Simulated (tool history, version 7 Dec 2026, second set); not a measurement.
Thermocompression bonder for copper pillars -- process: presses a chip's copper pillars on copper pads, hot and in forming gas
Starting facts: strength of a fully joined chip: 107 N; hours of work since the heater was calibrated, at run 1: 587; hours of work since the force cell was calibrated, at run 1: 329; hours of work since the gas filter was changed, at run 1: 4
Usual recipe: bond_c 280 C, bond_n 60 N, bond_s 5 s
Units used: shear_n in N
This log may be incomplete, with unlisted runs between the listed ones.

run	hour	bond_c	bond_n	bond_s	hours of work since the heater was calibrated	hours of work since the force cell was calibrated	hours of work since the gas filter was changed	shear_n
1	0	280	60	5	587	329	4	47
2	31.5	280	38	5	608	350	26	28.3
3	65.1	280	38	5	631	373	49	29.1
4	104.5	280	38	5	658	400	76	27.9
5	130.1	280	38	5	676	418	93	29
6	172.4	280	38	5	705	446	122	28.1
7	192.3	280	60	5	718	460	136	47.5
8	224.9	280	60	5	741	482	158	46.9
9	255.7	287	60	5	762	503	179	51.9
10	298.6	280	60	5	791	533	208	46.4
11	329.5	280	60	8	812	554	230	54.6
12	363	280	37	5	835	577	252	27.1
13	395.7	280	37	5	857	599	275	26.2
14	440.5	280	37	5	888	630	305	26.8
15	469.8	293	55	14	908	650	325	67.4
16	499.2	293	55	14	928	670	346	66.8
17	540.6	293	63	5	956	698	374	54.2
18	579.4	296	37	5	983	725	400	31.6
19	623.8	280	48	4	1013	755	431	31.9
# hour 642.3: forming gas filter changed
20	655.7	280	48	4	1035	776	9	33.6
21	693.3	280	48	4	1060	802	35	34.1
22	736.2	280	48	4	1090	831	64	34.2
23	767	280	48	4	1111	852	85	32.8
24	805.6	296	37	5	1137	879	112	35
25	852.7	280	60	3	1169	911	144	37.4
26	890.9	279	48	5	1195	937	170	35.8
27	931.4	264	60	14	1223	965	198	52.8
28	965.8	280	60	11	1247	988	221	59.1

Forecast each of these 4 alternatives for the next run:
A	985.2	280	60	6	1260	1002	234	?
B	985.2	280	60	8	1260	1002	234	?
C	985.2	280	48	9	1260	1002	234	?
D	985.2	308	46	7	1260	1002	234	?

run	shear_n
A	49.2
B	53.3
C	43.6
D	55.4
What these runs would have given with no unlogged condition in the tool:
run	shear_n
A	54.3
B	58.8
C	48.4
D	60.5

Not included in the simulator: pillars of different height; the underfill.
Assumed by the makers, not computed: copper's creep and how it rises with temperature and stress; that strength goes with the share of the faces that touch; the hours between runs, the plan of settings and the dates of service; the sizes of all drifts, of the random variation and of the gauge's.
